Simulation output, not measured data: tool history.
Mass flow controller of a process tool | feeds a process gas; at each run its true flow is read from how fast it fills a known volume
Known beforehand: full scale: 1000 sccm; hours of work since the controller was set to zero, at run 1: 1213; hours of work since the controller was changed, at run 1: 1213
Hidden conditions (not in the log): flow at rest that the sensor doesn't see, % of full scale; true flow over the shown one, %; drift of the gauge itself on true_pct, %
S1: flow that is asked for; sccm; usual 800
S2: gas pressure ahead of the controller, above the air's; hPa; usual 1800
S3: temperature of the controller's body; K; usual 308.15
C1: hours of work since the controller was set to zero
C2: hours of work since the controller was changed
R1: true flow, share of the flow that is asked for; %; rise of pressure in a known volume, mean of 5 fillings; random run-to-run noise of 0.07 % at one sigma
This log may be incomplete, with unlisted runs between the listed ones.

run	day	S1	S2	S3	C1	C2	R1
1	0	800	1800	308.15	1213	1213	99.04
2	3.15	800	1800	298.15	1250	1250	99.67
3	5.208	800	1800	294.15	1274	1274	99.75
4	7.271	800	1800	294.15	1298	1298	100.01
5	10.042	800	1800	307.15	1331	1331	99.51
6	12.121	800	1800	307.15	1355	1355	99.58
7	15.158	800	1430	307.15	1391	1391	99.47
8	18.025	800	1430	307.15	1424	1424	99.61
9	20.629	800	1800	308.15	1455	1455	99.73
10	22.542	800	1800	308.15	1478	1478	99.99
11	24.838	800	1800	308.15	1505	1505	100.11
12	26.242	800	1800	308.15	1521	1521	100.1
13	28.238	800	1800	308.15	1545	1545	100.25
14	30.688	800	1800	308.15	1573	1573	100.39
15	33.221	800	1800	308.15	1603	1603	100.39
16	36.458	577	1800	295.15	1641	1641	100.59
17	38.733	320	1800	308.15	1668	1668	99.59
18	40.146	320	1800	308.15	1685	1685	99.73
19	42.958	872	2010	297.15	1718	1718	101.56
20	44.629	872	1860	299.15	1737	1737	101.39
21	47.888	872	1860	304.15	1776	1776	101.41
22	50.817	858	1860	299.15	1810	1810	101.64
23	52.833	858	1860	299.15	1834	1834	101.74
24	54.475	781	1670	305.15	1853	1853	101.21
25	57.517	319	2590	308.15	1889	1889	101.01
26	60.283	800	1450	308.15	1921	1921	101.28
27	62.154	800	1740	303.15	1943	1943	101.72
28	64.271	558	2140	298.15	1968	1968	101.88
29	65.904	251	2650	302.15	1988	1988	101.55

Measured less the same run without the tool's hidden state. The same run-to-run variation is in both; the gauge's scatter may not be:
run	R1
1	+0
2	+0.12
3	+0.21
4	+0.29
5	+0.4
6	+0.48
7	+0.61
8	+0.72
9	+0.83
10	+0.91
11	+1
12	+1.06
13	+1.14
14	+1.24
15	+1.34
16	+1.48
17	+1.55
18	+1.61
19	+1.75
20	+1.82
21	+1.94
22	+2.06
23	+2.14
24	+2.2
25	+2.31
26	+2.43
27	+2.51
28	+2.6
29	+2.65

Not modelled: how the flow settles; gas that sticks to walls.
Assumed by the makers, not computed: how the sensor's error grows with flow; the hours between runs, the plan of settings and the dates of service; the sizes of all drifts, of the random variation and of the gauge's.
